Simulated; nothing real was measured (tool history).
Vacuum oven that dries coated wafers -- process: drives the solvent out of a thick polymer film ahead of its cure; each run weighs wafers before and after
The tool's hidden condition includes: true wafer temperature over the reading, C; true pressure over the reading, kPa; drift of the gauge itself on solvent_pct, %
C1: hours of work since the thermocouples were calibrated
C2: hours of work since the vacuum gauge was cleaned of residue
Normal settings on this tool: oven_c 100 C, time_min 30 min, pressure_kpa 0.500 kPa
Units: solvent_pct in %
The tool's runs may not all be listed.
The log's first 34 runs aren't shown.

run 35 hour=811.4 | oven_c=94 time_min=30 pressure_kpa=0.500 | C1=120 C2=627 | solvent_pct=2.92
run 36 hour=839.2 | oven_c=99 time_min=35 pressure_kpa=0.430 | C1=136 C2=643 | solvent_pct=1.02
run 37 hour=861.5 | oven_c=109 time_min=38 pressure_kpa=0.430 | C1=149 C2=656 | solvent_pct=0.12
run 38 hour=895.4 | oven_c=103 time_min=54 pressure_kpa=0.543 | C1=168 C2=676 | solvent_pct=0.20
run 39 hour=912.3 | oven_c=97 time_min=30 pressure_kpa=0.500 | C1=178 C2=685 | solvent_pct=2.04
run 40 hour=931.8 | oven_c=90 time_min=30 pressure_kpa=0.663 | C1=189 C2=697 | solvent_pct=4.69
run 41 hour=962.5 | oven_c=113 time_min=31 pressure_kpa=1.025 | C1=207 C2=715 | solvent_pct=0.27
run 42 hour=983.0 | oven_c=96 time_min=30 pressure_kpa=0.500 | C1=219 C2=726 | solvent_pct=2.34
run 43 hour=999.7 | oven_c=108 time_min=20 pressure_kpa=1.912 | C1=229 C2=736 | solvent_pct=1.55
run 44 hour=1029.0 | oven_c=108 time_min=54 pressure_kpa=1.912 | C1=246 C2=753 | solvent_pct=0.59
run 45 hour=1052.7 | oven_c=108 time_min=54 pressure_kpa=1.912 | C1=259 C2=767 | solvent_pct=0.57
run 46 hour=1069.6 | oven_c=103 time_min=41 pressure_kpa=1.912 | C1=269 C2=776 | solvent_pct=0.89

4 ways to go on from here, each from the tool as it stands after run 46. What would each give?
run A hour=1097.1 | oven_c=102 time_min=30 pressure_kpa=0.510 | C1=285 C2=792 | solvent_pct=?
run B hour=1097.1 | oven_c=103 time_min=41 pressure_kpa=0.276 | C1=285 C2=792 | solvent_pct=?
run C hour=1097.1 | oven_c=100 time_min=29 pressure_kpa=0.829 | C1=285 C2=792 | solvent_pct=?
run D hour=1097.1 | oven_c=102 time_min=26 pressure_kpa=1.912 | C1=285 C2=792 | solvent_pct=?

run=A solvent_pct=1.01
run=B solvent_pct=0.39
run=C solvent_pct=1.74
run=D solvent_pct=2.06
Without the tool's unlogged condition, the same runs would have read:
run=A solvent_pct=0.85
run=B solvent_pct=0.31
run=C solvent_pct=1.53
run=D solvent_pct=1.85
